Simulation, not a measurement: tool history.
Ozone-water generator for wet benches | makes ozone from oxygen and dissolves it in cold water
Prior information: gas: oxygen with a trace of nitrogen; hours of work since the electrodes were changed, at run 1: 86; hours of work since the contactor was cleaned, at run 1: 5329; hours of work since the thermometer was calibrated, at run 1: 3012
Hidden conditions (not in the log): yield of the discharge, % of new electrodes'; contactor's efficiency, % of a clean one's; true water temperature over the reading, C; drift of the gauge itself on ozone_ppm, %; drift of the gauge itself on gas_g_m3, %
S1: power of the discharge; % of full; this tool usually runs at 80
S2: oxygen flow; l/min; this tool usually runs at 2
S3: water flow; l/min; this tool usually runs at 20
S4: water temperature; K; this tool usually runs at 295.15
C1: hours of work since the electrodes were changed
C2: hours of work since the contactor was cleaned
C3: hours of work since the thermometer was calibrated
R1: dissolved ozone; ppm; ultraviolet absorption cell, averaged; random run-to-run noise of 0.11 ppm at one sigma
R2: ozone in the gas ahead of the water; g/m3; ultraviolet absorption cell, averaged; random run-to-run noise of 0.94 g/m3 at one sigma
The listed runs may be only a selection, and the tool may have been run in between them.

run,hour,S1,S2,S3,S4,C1,C2,C3,R1,R2
1,0,80,2,20,295.15,86,5329,3012,8.7,159.9
# hour 25.9: contactor cleaned
2,34.8,80,2,20,295.15,111,7,3037,8.6,159.7
3,74.3,80,2,20,295.15,143,39,3069,8.8,160.2
4,120.5,80,2,20,291.15,181,77,3107,8.8,159.7
5,174.4,44,2,20,291.15,224,121,3151,5.5,95.1
6,207.4,80,2,12,295.15,251,148,3178,13.8,159.4
7,231,87,1.47,27,295.15,270,167,3197,6,194.9
8,286.1,87,1.47,14,291.15,315,212,3242,12.3,196.6
9,333.5,49,1.53,18,292.15,354,250,3280,6.1,117.2
10,363.3,49,1.12,27,303.15,378,275,3304,3.1,131.9

Each row is a separate what-if for the run after 10, all from the same tool condition, not one after another. Results?
A,390,49,1.7,21,303.15,400,296,3326,?,?
B,390,80,2,19,295.15,400,296,3326,?,?
C,390,80,2,17,295.15,400,296,3326,?,?

run,R1,R2
A,4.8,113.4
B,9.3,160.4
C,10.1,159.9
Without the tool's unlogged condition, the same runs would have read:
run,R1,R2
A,4.8,113.5
B,9.3,160.4
C,10.1,159.9
